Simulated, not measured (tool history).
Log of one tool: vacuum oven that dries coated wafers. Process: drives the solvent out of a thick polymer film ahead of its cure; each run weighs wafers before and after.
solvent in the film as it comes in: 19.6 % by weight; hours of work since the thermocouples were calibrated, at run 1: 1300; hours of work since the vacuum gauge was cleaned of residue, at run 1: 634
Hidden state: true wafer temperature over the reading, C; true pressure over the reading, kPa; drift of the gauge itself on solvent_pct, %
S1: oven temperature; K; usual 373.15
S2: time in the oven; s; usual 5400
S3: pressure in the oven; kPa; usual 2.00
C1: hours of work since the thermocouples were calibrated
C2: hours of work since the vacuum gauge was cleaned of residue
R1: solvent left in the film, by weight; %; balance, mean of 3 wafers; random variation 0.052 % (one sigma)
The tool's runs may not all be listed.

{"run": 1, "hour": 0.0, "S1": 373.15, "S2": 5400, "S3": 2.0, "C1": 1300, "C2": 634, "R1": 4.01}
{"run": 2, "hour": 46.1, "S1": 373.15, "S2": 5400, "S3": 2.0, "C1": 1334, "C2": 668, "R1": 4.15}
{"run": 3, "hour": 126.7, "S1": 373.15, "S2": 5400, "S3": 2.0, "C1": 1393, "C2": 727, "R1": 4.14}
{"run": 4, "hour": 161.9, "S1": 373.15, "S2": 5400, "S3": 2.0, "C1": 1419, "C2": 752, "R1": 4.11}
{"run": 5, "hour": 228.6, "S1": 373.15, "S2": 7080, "S3": 2.0, "C1": 1467, "C2": 801, "R1": 3.68}
{"run": 6, "hour": 267.3, "S1": 373.15, "S2": 7620, "S3": 2.0, "C1": 1496, "C2": 830, "R1": 3.67}
{"run": 7, "hour": 337.6, "S1": 373.15, "S2": 5820, "S3": 2.0, "C1": 1547, "C2": 881, "R1": 4.0}
{"hour": 346.9, "done": "oven's thermocouples calibrated"}
{"run": 8, "hour": 426.6, "S1": 373.15, "S2": 5400, "S3": 5.06, "C1": 58, "C2": 945, "R1": 8.81}
{"run": 9, "hour": 511.8, "S1": 381.15, "S2": 3960, "S3": 5.06, "C1": 121, "C2": 1007, "R1": 6.77}
{"hour": 568.6, "done": "oven's thermocouples calibrated, once more"}
{"run": 10, "hour": 588.1, "S1": 387.15, "S2": 3360, "S3": 1.04, "C1": 14, "C2": 1062, "R1": 1.5}
{"run": 11, "hour": 627.8, "S1": 387.15, "S2": 3360, "S3": 1.04, "C1": 43, "C2": 1091, "R1": 1.55}
{"run": 12, "hour": 664.4, "S1": 387.15, "S2": 3360, "S3": 1.04, "C1": 70, "C2": 1117, "R1": 1.47}

The next listed run, before its measurement:
{"hour": 707.8, "done": "vacuum gauge cleaned of residue and calibrated"}
{"run": 13, "hour": 716.6, "S1": 387.15, "S2": 3360, "S3": 1.04, "C1": 107, "C2": 6, "R1": "?"}

{"run 13": {"R1": 1.31}}
Without the tool's hidden state the same run would have given R1 1.26 %.

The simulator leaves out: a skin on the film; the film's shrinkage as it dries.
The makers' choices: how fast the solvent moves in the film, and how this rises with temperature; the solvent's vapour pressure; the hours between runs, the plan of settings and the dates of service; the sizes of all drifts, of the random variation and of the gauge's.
